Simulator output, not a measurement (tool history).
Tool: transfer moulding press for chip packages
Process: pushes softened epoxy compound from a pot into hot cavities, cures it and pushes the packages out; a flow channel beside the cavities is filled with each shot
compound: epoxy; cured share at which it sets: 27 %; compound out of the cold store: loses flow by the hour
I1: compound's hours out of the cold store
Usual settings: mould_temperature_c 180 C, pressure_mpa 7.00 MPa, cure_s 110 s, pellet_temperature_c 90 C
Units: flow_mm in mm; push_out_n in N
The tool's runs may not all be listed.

{"run": 1, "hour": 0.0, "mould_temperature_c": 180, "pressure_mpa": 7.0, "cure_s": 110, "pellet_temperature_c": 90, "I1": 35.6, "flow_mm": 813, "push_out_n": 189}
{"run": 2, "hour": 28.3, "mould_temperature_c": 180, "pressure_mpa": 7.0, "cure_s": 110, "pellet_temperature_c": 90, "I1": 9.4, "flow_mm": 957, "push_out_n": 236}
{"run": 3, "hour": 61.2, "mould_temperature_c": 179, "pressure_mpa": 7.0, "cure_s": 110, "pellet_temperature_c": 90, "I1": 24.5, "flow_mm": 870, "push_out_n": 283}
{"hour": 64.7, "done": "cavities cleaned with cleaning compound and waxed"}
{"hour": 72.4, "done": "plunger's sealing rings changed"}
{"run": 4, "hour": 99.9, "mould_temperature_c": 180, "pressure_mpa": 7.0, "cure_s": 110, "pellet_temperature_c": 90, "I1": 36.8, "flow_mm": 834, "push_out_n": 228}
{"run": 5, "hour": 125.1, "mould_temperature_c": 180, "pressure_mpa": 7.0, "cure_s": 110, "pellet_temperature_c": 90, "I1": 34.0, "flow_mm": 847, "push_out_n": 253}
{"hour": 143.4, "done": "cavities cleaned with cleaning compound and waxed"}
{"run": 6, "hour": 161.2, "mould_temperature_c": 180, "pressure_mpa": 7.0, "cure_s": 110, "pellet_temperature_c": 90, "I1": 41.3, "flow_mm": 802, "push_out_n": 206}
{"run": 7, "hour": 175.2, "mould_temperature_c": 180, "pressure_mpa": 6.13, "cure_s": 110, "pellet_temperature_c": 90, "I1": 37.5, "flow_mm": 771, "push_out_n": 233}
{"run": 8, "hour": 195.0, "mould_temperature_c": 180, "pressure_mpa": 7.0, "cure_s": 110, "pellet_temperature_c": 81, "I1": 26.7, "flow_mm": 878, "push_out_n": 260}
{"run": 9, "hour": 209.9, "mould_temperature_c": 180, "pressure_mpa": 7.0, "cure_s": 110, "pellet_temperature_c": 81, "I1": 34.9, "flow_mm": 833, "push_out_n": 247}
{"hour": 218.8, "done": "cavities cleaned with cleaning compound and waxed"}
{"run": 10, "hour": 228.7, "mould_temperature_c": 180, "pressure_mpa": 7.0, "cure_s": 110, "pellet_temperature_c": 81, "I1": 37.0, "flow_mm": 820, "push_out_n": 204}
{"run": 11, "hour": 263.1, "mould_temperature_c": 180, "pressure_mpa": 7.0, "cure_s": 110, "pellet_temperature_c": 81, "I1": 17.7, "flow_mm": 926, "push_out_n": 254}
{"hour": 295.4, "done": "cavities cleaned with cleaning compound and waxed"}
{"run": 12, "hour": 295.4, "mould_temperature_c": 180, "pressure_mpa": 7.0, "cure_s": 104, "pellet_temperature_c": 90, "I1": 10.6, "flow_mm": 958, "push_out_n": 180}
{"run": 13, "hour": 315.8, "mould_temperature_c": 180, "pressure_mpa": 7.0, "cure_s": 104, "pellet_temperature_c": 90, "I1": 39.7, "flow_mm": 793, "push_out_n": 219}
{"run": 14, "hour": 337.2, "mould_temperature_c": 180, "pressure_mpa": 7.0, "cure_s": 110, "pellet_temperature_c": 99, "I1": 37.7, "flow_mm": 798, "push_out_n": 234}
{"run": 15, "hour": 354.6, "mould_temperature_c": 180, "pressure_mpa": 7.0, "cure_s": 110, "pellet_temperature_c": 99, "I1": 13.1, "flow_mm": 934, "push_out_n": 256}
{"hour": 370.4, "done": "cavities cleaned with cleaning compound and waxed"}
{"run": 16, "hour": 386.0, "mould_temperature_c": 180, "pressure_mpa": 7.0, "cure_s": 110, "pellet_temperature_c": 99, "I1": 27.5, "flow_mm": 847, "push_out_n": 208}
{"hour": 398.4, "done": "plunger's sealing rings changed"}
{"run": 17, "hour": 412.9, "mould_temperature_c": 180, "pressure_mpa": 5.3, "cure_s": 129, "pellet_temperature_c": 95, "I1": 19.9, "flow_mm": 809, "push_out_n": 222}
{"run": 18, "hour": 436.9, "mould_temperature_c": 180, "pressure_mpa": 7.0, "cure_s": 110, "pellet_temperature_c": 90, "I1": 37.5, "flow_mm": 831, "push_out_n": 264}
{"hour": 448.3, "done": "cavities cleaned with cleaning compound and waxed"}
{"hour": 454.5, "done": "mould's thermocouples calibrated"}
{"run": 19, "hour": 469.6, "mould_temperature_c": 177, "pressure_mpa": 6.75, "cure_s": 113, "pellet_temperature_c": 91, "I1": 44.9, "flow_mm": 783, "push_out_n": 214}
{"run": 20, "hour": 491.3, "mould_temperature_c": 180, "pressure_mpa": 7.0, "cure_s": 94, "pellet_temperature_c": 90, "I1": 16.2, "flow_mm": 942, "push_out_n": 300}
{"run": 21, "hour": 510.1, "mould_temperature_c": 180, "pressure_mpa": 5.37, "cure_s": 98, "pellet_temperature_c": 90, "I1": 9.0, "flow_mm": 863, "push_out_n": 294}
{"hour": 526.5, "done": "cavities cleaned with cleaning compound and waxed"}
{"run": 22, "hour": 541.7, "mould_temperature_c": 179, "pressure_mpa": 5.65, "cure_s": 100, "pellet_temperature_c": 97, "I1": 26.3, "flow_mm": 789, "push_out_n": 250}
{"run": 23, "hour": 559.2, "mould_temperature_c": 179, "pressure_mpa": 5.65, "cure_s": 100, "pellet_temperature_c": 97, "I1": 10.3, "flow_mm": 873, "push_out_n": 266}
{"run": 24, "hour": 579.8, "mould_temperature_c": 180, "pressure_mpa": 7.0, "cure_s": 92, "pellet_temperature_c": 84, "I1": 16.9, "flow_mm": 928, "push_out_n": 319}
{"run": 25, "hour": 598.2, "mould_temperature_c": 184, "pressure_mpa": 8.19, "cure_s": 147, "pellet_temperature_c": 94, "I1": 41.7, "flow_mm": 837, "push_out_n": 252}
{"hour": 601.9, "done": "cavities cleaned with cleaning compound and waxed"}
{"run": 26, "hour": 626.1, "mould_temperature_c": 184, "pressure_mpa": 8.19, "cure_s": 147, "pellet_temperature_c": 94, "I1": 18.9, "flow_mm": 964, "push_out_n": 197}
{"run": 27, "hour": 652.6, "mould_temperature_c": 183, "pressure_mpa": 6.35, "cure_s": 106, "pellet_temperature_c": 94, "I1": 12.1, "flow_mm": 887, "push_out_n": 237}
{"hour": 677.4, "done": "cavities cleaned with cleaning compound and waxed"}
{"run": 28, "hour": 677.4, "mould_temperature_c": 187, "pressure_mpa": 7.17, "cure_s": 110, "pellet_temperature_c": 86, "I1": 38.4, "flow_mm": 784, "push_out_n": 161}
{"run": 29, "hour": 709.3, "mould_temperature_c": 173, "pressure_mpa": 7.17, "cure_s": 110, "pellet_temperature_c": 90, "I1": 47.5, "flow_mm": 783, "push_out_n": 285}

Forecast each of these 3 alternatives for the next run:
{"hour": 726.3, "done": "plunger's sealing rings changed"}
{"run": "A", "hour": 730.8, "mould_temperature_c": 175, "pressure_mpa": 7.0, "cure_s": 127, "pellet_temperature_c": 91, "I1": 24.1, "flow_mm": "?", "push_out_n": "?"}
{"hour": 726.3, "done": "plunger's sealing rings changed"}
{"run": "B", "hour": 730.8, "mould_temperature_c": 173, "pressure_mpa": 7.17, "cure_s": 110, "pellet_temperature_c": 100, "I1": 17.5, "flow_mm": "?", "push_out_n": "?"}
{"hour": 726.3, "done": "plunger's sealing rings changed"}
{"run": "C", "hour": 730.8, "mould_temperature_c": 177, "pressure_mpa": 7.17, "cure_s": 98, "pellet_temperature_c": 93, "I1": 15.7, "flow_mm": "?", "push_out_n": "?"}

run=A flow_mm=930 push_out_n=252
run=B flow_mm=993 push_out_n=342
run=C flow_mm=982 push_out_n=340
Without the tool's hidden state the same runs would have given:
run=A flow_mm=930 push_out_n=169
run=B flow_mm=992 push_out_n=225
run=C flow_mm=982 push_out_n=224
